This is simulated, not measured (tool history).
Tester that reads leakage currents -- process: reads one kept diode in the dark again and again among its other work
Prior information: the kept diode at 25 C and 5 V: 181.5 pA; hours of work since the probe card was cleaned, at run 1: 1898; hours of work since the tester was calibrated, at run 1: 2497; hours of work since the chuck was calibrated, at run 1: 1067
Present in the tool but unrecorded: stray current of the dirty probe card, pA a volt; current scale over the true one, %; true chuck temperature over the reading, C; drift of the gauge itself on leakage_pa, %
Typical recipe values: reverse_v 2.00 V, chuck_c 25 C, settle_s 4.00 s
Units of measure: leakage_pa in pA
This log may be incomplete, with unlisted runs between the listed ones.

run	hour	reverse_v	chuck_c	settle_s	hours of work since the probe card was cleaned	hours of work since the tester was calibrated	hours of work since the chuck was calibrated	leakage_pa
1	0.0	2.00	25	4.00	1898	2497	1067	109.37
2	90.5	2.00	25	4.00	1967	2566	1137	109.40
3	166.1	2.00	25	4.00	2026	2624	1195	109.92
4	233.8	2.00	25	4.00	2078	2676	1247	109.46
5	302.1	2.00	38	4.00	2130	2729	1300	343.14
6	368.5	2.00	25	0.90	2181	2780	1351	109.96
7	447.2	2.00	25	0.90	2242	2840	1411	110.12
8	508.0	2.00	25	4.00	2288	2887	1458	109.66
9	571.4	2.00	25	4.00	2337	2936	1507	109.47
10	667.7	2.00	25	4.00	2411	3010	1581	109.40
11	760.3	2.00	25	4.00	2482	3081	1652	109.52
12	839.6	2.00	25	4.00	2543	3142	1713	109.87
13	896.9	2.00	25	4.00	2587	3186	1757	109.70
# hour 938.6: chuck's temperature calibrated
14	959.7	2.00	25	4.82	2634	3233	16	110.06
15	1023.0	2.00	25	1.27	2683	3282	65	109.78
16	1069.1	2.00	25	4.00	2718	3317	100	110.24
17	1126.5	2.00	46	4.00	2762	3361	144	661.39
18	1207.5	2.00	46	4.00	2825	3423	207	664.07
19	1287.8	2.00	46	0.37	2887	3485	269	665.44
20	1372.7	2.00	46	0.37	2952	3550	334	668.29
21	1423.3	7.12	39	4.00	2991	3589	373	746.75
22	1488.4	7.12	39	4.00	3041	3639	423	753.76
# hour 1577.3: probe card cleaned and baked
23	1582.4	18.78	42	4.00	4	3709	493	1639.20
24	1670.4	4.88	35	4.00	72	3777	560	434.39
25	1713.3	5.68	35	4.00	105	3810	593	471.40
26	1779.4	5.68	35	4.00	155	3861	644	473.02
27	1841.4	6.00	36	1.83	203	3909	692	532.54
28	1923.9	6.00	36	1.83	266	3972	755	529.74
29	1995.8	6.00	36	1.83	322	4027	811	530.87
30	2064.3	6.00	36	1.83	374	4080	863	534.66
31	2117.1	6.00	36	1.83	415	4121	904	528.92
32	2183.0	2.21	34	0.64	466	4171	955	258.40
33	2223.7	2.21	34	0.64	497	4203	986	257.63
34	2295.1	2.21	34	0.64	552	4257	1041	257.76
35	2335.8	4.65	33	1.43	583	4289	1072	356.76
36	2422.5	3.68	29	1.43	650	4355	1139	219.78

What differs in the tool's unlogged condition from the final listed run ahead of each entry between runs to the first listed run following it?
After run 13, before run 14: chuck's temperature calibrated (hour 938.6)
  stray current of the dirty probe card, pA a volt: 0.069 -> 0.07; true chuck temperature over the reading, C: -0.03 -> 0
  measured result minus the result with no hidden state, leakage_pa: -0.21 -> +0.14 pA
After run 22, before run 23: probe card cleaned and baked (hour 1577.3)
  stray current of the dirty probe card, pA a volt: 0.078 -> 0.02
  measured result minus the result with no hidden state, leakage_pa: +0.22 -> -0.58 pA
